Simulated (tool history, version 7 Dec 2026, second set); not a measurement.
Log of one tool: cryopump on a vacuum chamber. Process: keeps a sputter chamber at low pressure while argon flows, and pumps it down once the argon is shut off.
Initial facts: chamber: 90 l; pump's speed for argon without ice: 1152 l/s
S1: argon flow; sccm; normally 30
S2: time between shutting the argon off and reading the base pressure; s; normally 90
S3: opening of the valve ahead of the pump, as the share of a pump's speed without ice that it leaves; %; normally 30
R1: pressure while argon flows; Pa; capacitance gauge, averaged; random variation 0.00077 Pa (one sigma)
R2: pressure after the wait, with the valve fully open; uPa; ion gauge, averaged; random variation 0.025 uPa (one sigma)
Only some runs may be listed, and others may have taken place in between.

| run | hour | S1 | S2 | S3 | R1 | R2 |
|---|---|---|---|---|---|---|
| 1 | 0 | 30 | 90 | 30 | 0.1581 | 1.73 |
| 2 | 14 | 30 | 90 | 30 | 0.1584 | 1.7 |
| 3 | 28.2 | 30 | 90 | 39 | 0.1258 | 1.73 |
| 4 | 39 | 30 | 90 | 17 | 0.2714 | 1.75 |
| 5 | 52.8 | 30 | 90 | 17 | 0.271 | 1.81 |
|  | 62.8 | pump warmed up, emptied and cooled again |
| 6 | 71 | 30 | 90 | 17 | 0.2567 | 1.6 |
| 7 | 88.1 | 30 | 90 | 17 | 0.2592 | 1.59 |
| 8 | 102.8 | 30 | 90 | 17 | 0.2594 | 1.57 |
| 9 | 117 | 30 | 90 | 17 | 0.263 | 1.6 |
| 10 | 130.1 | 26 | 293 | 31 | 0.1245 | 1.04 |
| 11 | 141.6 | 24 | 293 | 22 | 0.1615 | 1.1 |
| 12 | 153.9 | 16 | 134 | 30 | 0.0786 | 1.35 |
| 13 | 176 | 34 | 73 | 30 | 0.169 | 1.79 |
| 14 | 198.2 | 23 | 60 | 24 | 0.1425 | 1.99 |
| 15 | 209.8 | 23 | 105 | 24 | 0.1428 | 1.53 |
| 16 | 231.5 | 23 | 236 | 27 | 0.1269 | 1.18 |
| 17 | 255.6 | 35 | 145 | 30 | 0.174 | 1.4 |

Here are 5 independent what-if runs from the current tool condition. What would each one return?
| A | 278.3 | 19 | 195 | 30 | ? | ? |
| B | 278.3 | 30 | 90 | 24 | ? | ? |
| C | 278.3 | 49 | 23 | 28 | ? | ? |
| D | 278.3 | 33 | 60 | 34 | ? | ? |
| E | 278.3 | 38 | 43 | 35 | ? | ? |

| run | R1 | R2 |
|---|---|---|
| A | 0.0961 | 1.31 |
| B | 0.1855 | 1.68 |
| C | 0.2628 | 3.93 |
| D | 0.1452 | 2.05 |
| E | 0.1632 | 2.66 |
Without the tool's unlogged condition, the same runs would have read:
| run | R1 | R2 |
|---|---|---|
| A | 0.0942 | 0.65 |
| B | 0.1825 | 1.02 |
| C | 0.2578 | 3.29 |
| D | 0.1418 | 1.4 |
| E | 0.1593 | 2 |

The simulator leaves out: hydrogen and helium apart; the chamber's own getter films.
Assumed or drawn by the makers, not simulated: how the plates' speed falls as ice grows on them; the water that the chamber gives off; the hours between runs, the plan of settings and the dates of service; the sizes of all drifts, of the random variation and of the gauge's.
